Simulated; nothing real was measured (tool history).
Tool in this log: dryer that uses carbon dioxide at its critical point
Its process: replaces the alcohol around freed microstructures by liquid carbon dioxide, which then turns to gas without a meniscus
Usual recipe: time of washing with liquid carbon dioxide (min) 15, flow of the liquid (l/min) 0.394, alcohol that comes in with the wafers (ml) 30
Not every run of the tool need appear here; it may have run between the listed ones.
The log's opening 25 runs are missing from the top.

run   hour  time of washing with liquid carbon dioxide (min)  flow of the liquid (l/min)  alcohol that comes in with the wafers (ml)  hours of work since the filter was changed  hours of work since the purifier's bed was changed  alcohol left in the vessel before it's heated (ppm by volume)
 26  209.1                                                11                       0.238                                          64                                         235                                                 323                                                           8400
 27  217.2                                                15                       0.418                                          36                                         240                                                 328                                                            333
 28  223.8                                                22                       0.459                                          45                                         244                                                 332                                                             84
 29  232.9                                                14                       0.459                                          82                                         249                                                 338                                                            632
 30  241.1                                                14                       0.394                                          30                                         254                                                 343                                                            482
 31  248.6                                                14                       0.394                                          30                                         259                                                 347                                                            484
 32  256.1                                                14                       0.394                                          30                                         263                                                 352                                                            481
 33  265.7                                                17                       0.360                                          21                                         269                                                 358                                                            260
 34  273.8                                                15                       0.630                                          54                                         274                                                 363                                                             98
 35  282.0                                                15                       0.491                                          39                                         279                                                 368                                                            196
 36  286.8                                                12                       0.500                                          86                                         282                                                 371                                                            932
 37  297.1                                                12                       0.393                                          90                                         289                                                 377                                                           2417
 38  305.0                                                15                       0.554                                          30                                         293                                                 382                                                            125
 39  314.4                                                16                       0.554                                          40                                         299                                                 388                                                            127
 40  323.8                                                12                       0.378                                          30                                         305                                                 393                                                            960
 41  331.1                                                 9                       0.612                                          93                                         309                                                 398                                                           1418
 42  337.2                                                11                       0.392                                          30                                         313                                                 402                                                           1197
 43  344.1                                                11                       0.634                                          37                                         317                                                 406                                                            261
 44  355.3                                                13                       0.645                                          37                                         324                                                 413                                                            141
 45  363.1                                                13                       0.645                                          37                                         329                                                 417                                                            134
 46  374.3                                                17                       0.354                                          34                                         336                                                 424                                                            416
 47  383.8                                                17                       0.354                                          34                                         342                                                 430                                                            406

Here are 3 independent what-if runs from the current tool condition. What would each one return?
  A  391.2                                                20                       0.394                                          30                                         346                                                 435                                                              ?
  B  391.2                                                15                       0.394                                          63                                         346                                                 435                                                              ?
  C  391.2                                                11                       0.394                                          30                                         346                                                 435                                                              ?

run  alcohol left in the vessel before it's heated (ppm by volume)
  A                                                            159
  B                                                            757
  C                                                           1160
Stripped of hidden state, with their random variation kept, the same runs would have yielded:
run  alcohol left in the vessel before it's heated (ppm by volume)
  A                                                             60
  B                                                            551
  C                                                            930
